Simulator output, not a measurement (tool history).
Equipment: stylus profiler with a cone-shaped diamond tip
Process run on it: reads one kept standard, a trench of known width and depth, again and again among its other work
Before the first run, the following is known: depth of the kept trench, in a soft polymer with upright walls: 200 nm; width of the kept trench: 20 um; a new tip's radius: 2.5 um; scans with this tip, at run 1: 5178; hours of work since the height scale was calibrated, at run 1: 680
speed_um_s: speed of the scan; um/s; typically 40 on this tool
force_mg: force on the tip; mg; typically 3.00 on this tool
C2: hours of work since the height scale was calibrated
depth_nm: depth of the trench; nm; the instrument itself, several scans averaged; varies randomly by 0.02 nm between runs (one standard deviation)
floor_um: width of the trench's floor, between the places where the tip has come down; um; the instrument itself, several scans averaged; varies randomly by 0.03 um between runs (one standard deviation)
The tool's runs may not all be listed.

run 1 hour=0.0 | speed_um_s=40 force_mg=3.00 | scans_with_this_tip=5178 C2=680 | depth_nm=202.61 floor_um=17.51
run 2 hour=37.6 | speed_um_s=40 force_mg=3.00 | scans_with_this_tip=5345 C2=702 | depth_nm=202.57 floor_um=17.41
run 3 hour=56.1 | speed_um_s=40 force_mg=3.00 | scans_with_this_tip=5426 C2=713 | depth_nm=202.58 floor_um=17.41
run 4 hour=79.3 | speed_um_s=40 force_mg=6.25 | scans_with_this_tip=5530 C2=727 | depth_nm=204.35 floor_um=17.50
run 5 hour=112.1 | speed_um_s=18 force_mg=3.00 | scans_with_this_tip=5675 C2=746 | depth_nm=202.55 floor_um=17.47
run 6 hour=130.6 | speed_um_s=29 force_mg=3.00 | scans_with_this_tip=5757 C2=757 | depth_nm=202.53 floor_um=17.47
run 7 hour=153.3 | speed_um_s=40 force_mg=3.00 | scans_with_this_tip=5858 C2=770 | depth_nm=202.52 floor_um=17.43
run 8 hour=172.7 | speed_um_s=40 force_mg=3.00 | scans_with_this_tip=5944 C2=781 | depth_nm=202.54 floor_um=17.38
run 9 hour=206.0 | speed_um_s=40 force_mg=1.70 | scans_with_this_tip=6092 C2=801 | depth_nm=201.67 floor_um=17.33
run 10 hour=238.5 | speed_um_s=40 force_mg=1.07 | scans_with_this_tip=6236 C2=820 | depth_nm=201.12 floor_um=17.24
-- hour=250.0 height scale calibrated on a step standard
run 11 hour=260.2 | speed_um_s=18 force_mg=1.07 | scans_with_this_tip=6330 C2=6 | depth_nm=201.42 floor_um=17.41
run 12 hour=295.6 | speed_um_s=40 force_mg=3.00 | scans_with_this_tip=6487 C2=27 | depth_nm=202.82 floor_um=17.37
run 13 hour=312.1 | speed_um_s=40 force_mg=3.00 | scans_with_this_tip=6560 C2=36 | depth_nm=202.79 floor_um=17.33
run 14 hour=334.9 | speed_um_s=40 force_mg=3.00 | scans_with_this_tip=6662 C2=50 | depth_nm=202.80 floor_um=17.39
run 15 hour=373.8 | speed_um_s=40 force_mg=3.00 | scans_with_this_tip=6834 C2=72 | depth_nm=202.76 floor_um=17.33
run 16 hour=405.8 | speed_um_s=40 force_mg=2.83 | scans_with_this_tip=6976 C2=91 | depth_nm=202.68 floor_um=17.25
run 17 hour=437.6 | speed_um_s=40 force_mg=2.83 | scans_with_this_tip=7118 C2=109 | depth_nm=202.64 floor_um=17.36
run 18 hour=469.8 | speed_um_s=40 force_mg=2.83 | scans_with_this_tip=7260 C2=128 | depth_nm=202.65 floor_um=17.33
run 19 hour=502.4 | speed_um_s=40 force_mg=2.93 | scans_with_this_tip=7405 C2=147 | depth_nm=202.72 floor_um=17.29
run 20 hour=539.3 | speed_um_s=40 force_mg=2.93 | scans_with_this_tip=7569 C2=169 | depth_nm=202.67 floor_um=17.25
run 21 hour=567.7 | speed_um_s=40 force_mg=2.93 | scans_with_this_tip=7695 C2=185 | depth_nm=202.69 floor_um=17.27
run 22 hour=599.1 | speed_um_s=128 force_mg=3.00 | scans_with_this_tip=7834 C2=204 | depth_nm=202.74 floor_um=16.95
run 23 hour=635.8 | speed_um_s=40 force_mg=4.17 | scans_with_this_tip=7997 C2=225 | depth_nm=203.40 floor_um=17.30
run 24 hour=661.6 | speed_um_s=40 force_mg=4.17 | scans_with_this_tip=8112 C2=240 | depth_nm=203.38 floor_um=17.31
run 25 hour=679.9 | speed_um_s=40 force_mg=4.17 | scans_with_this_tip=8193 C2=251 | depth_nm=203.40 floor_um=17.28
run 26 hour=719.5 | speed_um_s=35 force_mg=2.51 | scans_with_this_tip=8368 C2=274 | depth_nm=202.39 floor_um=17.20
run 27 hour=748.7 | speed_um_s=35 force_mg=2.51 | scans_with_this_tip=8498 C2=291 | depth_nm=202.36 floor_um=17.27
run 28 hour=784.6 | speed_um_s=12 force_mg=7.28 | scans_with_this_tip=8657 C2=312 | depth_nm=204.97 floor_um=17.34
run 29 hour=802.4 | speed_um_s=55 force_mg=8.73 | scans_with_this_tip=8737 C2=322 | depth_nm=205.62 floor_um=17.20
run 30 hour=828.3 | speed_um_s=25 force_mg=8.95 | scans_with_this_tip=8851 C2=337 | depth_nm=205.68 floor_um=17.27
run 31 hour=849.3 | speed_um_s=25 force_mg=7.78 | scans_with_this_tip=8944 C2=350 | depth_nm=205.17 floor_um=17.23
run 32 hour=886.9 | speed_um_s=70 force_mg=8.00 | scans_with_this_tip=9111 C2=371 | depth_nm=205.27 floor_um=17.18
run 33 hour=908.8 | speed_um_s=16 force_mg=4.73 | scans_with_this_tip=9208 C2=384 | depth_nm=203.64 floor_um=17.24
run 34 hour=934.0 | speed_um_s=23 force_mg=1.75 | scans_with_this_tip=9321 C2=399 | depth_nm=201.80 floor_um=17.17
run 35 hour=963.2 | speed_um_s=23 force_mg=4.32 | scans_with_this_tip=9450 C2=416 | depth_nm=203.43 floor_um=17.24
run 36 hour=993.7 | speed_um_s=23 force_mg=4.32 | scans_with_this_tip=9585 C2=434 | depth_nm=203.40 floor_um=17.16
run 37 hour=1029.2 | speed_um_s=34 force_mg=6.30 | scans_with_this_tip=9743 C2=454 | depth_nm=204.42 floor_um=17.20
run 38 hour=1065.0 | speed_um_s=26 force_mg=6.05 | scans_with_this_tip=9902 C2=475 | depth_nm=204.27 floor_um=17.19
run 39 hour=1092.2 | speed_um_s=26 force_mg=6.05 | scans_with_this_tip=10022 C2=491 | depth_nm=204.30 floor_um=17.20
run 40 hour=1114.9 | speed_um_s=56 force_mg=4.35 | scans_with_this_tip=10123 C2=504 | depth_nm=203.40 floor_um=17.11
run 41 hour=1140.0 | speed_um_s=81 force_mg=2.29 | scans_with_this_tip=10234 C2=519 | depth_nm=202.14 floor_um=16.92
run 42 hour=1171.5 | speed_um_s=12 force_mg=4.07 | scans_with_this_tip=10374 C2=537 | depth_nm=203.19 floor_um=17.18
run 43 hour=1209.1 | speed_um_s=12 force_mg=4.07 | scans_with_this_tip=10541 C2=559 | depth_nm=203.20 floor_um=17.22
run 44 hour=1239.9 | speed_um_s=61 force_mg=4.70 | scans_with_this_tip=10678 C2=577 | depth_nm=203.56 floor_um=17.04
run 45 hour=1256.7 | speed_um_s=15 force_mg=4.14 | scans_with_this_tip=10753 C2=587 | depth_nm=203.23 floor_um=17.20
run 46 hour=1276.9 | speed_um_s=14 force_mg=4.14 | scans_with_this_tip=10842 C2=599 | depth_nm=203.26 floor_um=17.13

Each row is a separate what-if for the run after 46, all from the same tool condition, not one after another. Results?
run A hour=1298.7 | speed_um_s=14 force_mg=1.27 | scans_with_this_tip=10939 C2=612 | depth_nm=? floor_um=?
run B hour=1298.7 | speed_um_s=43 force_mg=3.32 | scans_with_this_tip=10939 C2=612 | depth_nm=? floor_um=?
run C hour=1298.7 | speed_um_s=14 force_mg=1.51 | scans_with_this_tip=10939 C2=612 | depth_nm=? floor_um=?

run=A depth_nm=201.36 floor_um=17.14
run=B depth_nm=202.76 floor_um=17.02
run=C depth_nm=201.48 floor_um=17.10
Without the tool's hidden state the same runs would have given:
run=A depth_nm=201.60 floor_um=17.99
run=B depth_nm=203.00 floor_um=17.87
run=C depth_nm=201.72 floor_um=17.95

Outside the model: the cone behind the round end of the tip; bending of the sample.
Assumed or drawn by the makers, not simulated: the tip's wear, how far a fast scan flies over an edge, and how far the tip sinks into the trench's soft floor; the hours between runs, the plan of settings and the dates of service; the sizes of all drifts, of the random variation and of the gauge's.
